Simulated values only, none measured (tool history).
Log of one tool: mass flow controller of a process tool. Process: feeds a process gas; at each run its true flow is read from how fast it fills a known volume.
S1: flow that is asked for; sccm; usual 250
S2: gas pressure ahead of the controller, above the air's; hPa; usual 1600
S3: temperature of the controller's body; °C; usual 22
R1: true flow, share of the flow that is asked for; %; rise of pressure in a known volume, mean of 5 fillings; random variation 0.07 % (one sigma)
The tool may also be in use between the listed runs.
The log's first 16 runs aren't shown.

Run 17, day 168.654: usual settings but S1 374 sccm. Result: R1 98.67 %.
Run 18, day 177.446: usual settings but S1 178 sccm, S2 2450 hPa, S3 28 °C. Result: R1 97.76 %.
Run 19, day 191.662: usual settings but S1 178 sccm, S2 2450 hPa, S3 28 °C. Result: R1 97.87 %.
Run 20, day 203.138: usual settings but S1 178 sccm, S2 2450 hPa, S3 28 °C. Result: R1 97.65 %.
At day 206.662: controller exchanged for a calibrated one.
Run 21, day 213.358: usual settings but S1 227 sccm, S2 1400 hPa, S3 30 °C. Result: R1 98.94 %.
Run 22, day 221.696: usual settings but S1 87 sccm, S2 1870 hPa, S3 23 °C. Result: R1 97.24 %.
At day 231.129: gauge calibrated.
Run 23, day 236.588: usual settings but S1 87 sccm, S2 2730 hPa, S3 23 °C. Result: R1 97.66 %.
Run 24, day 251.417: usual settings but S1 87 sccm, S2 2730 hPa, S3 23 °C. Result: R1 97.55 %.
Run 25, day 261.617: usual settings but S1 450 sccm, S2 1720 hPa, S3 26 °C. Result: R1 99.91 %.
Run 26, day 276.492: usual settings but S2 2520 hPa, S3 24 °C. Result: R1 98.41 %.
Run 27, day 291.717: usual settings but S1 78 sccm, S3 35 °C. Result: R1 99.57 %.
Run 28, day 302.200: usual settings but S1 189 sccm, S2 1850 hPa. Result: R1 98.28 %.
Run 29, day 313.100: usual settings but S1 199 sccm, S2 1850 hPa, S3 32 °C. Result: R1 99.42 %.
Run 30, day 327.683: usual settings but S1 134 sccm, S2 1960 hPa, S3 37 °C. Result: R1 99.65 %.
Run 31, day 335.879: usual settings but S1 134 sccm, S2 1960 hPa, S3 37 °C. Result: R1 99.42 %.
Run 32, day 352.300: usual settings but S1 200 sccm, S2 1970 hPa, S3 21 °C. Result: R1 97.85 %.
Run 33, day 368.521: usual settings but S1 200 sccm, S2 1970 hPa, S3 21 °C. Result: R1 97.72 %.
Run 34, day 382.283: usual settings but S1 200 sccm, S2 1970 hPa, S3 35 °C. Result: R1 99.21 %.

Forecast each of these 4 alternatives for the next run:
Run A, day 397.646: usual settings but S1 87 sccm, S2 1450 hPa, S3 24 °C. Result: R1 ?.
Run B, day 397.646: usual settings but S1 200 sccm, S2 2440 hPa, S3 34 °C. Result: R1 ?.
Run C, day 397.646: usual settings but S2 1720 hPa, S3 36 °C. Result: R1 ?.
Run D, day 397.646: usual settings but S1 433 sccm, S2 1970 hPa, S3 35 °C. Result: R1 ?.

run     R1
  A  97.93
  B  98.67
  C  99.78
  D  99.97
Without the tool's hidden state the same runs would have given:
run      R1
  A   98.78
  B   99.52
  C  100.64
  D  100.83
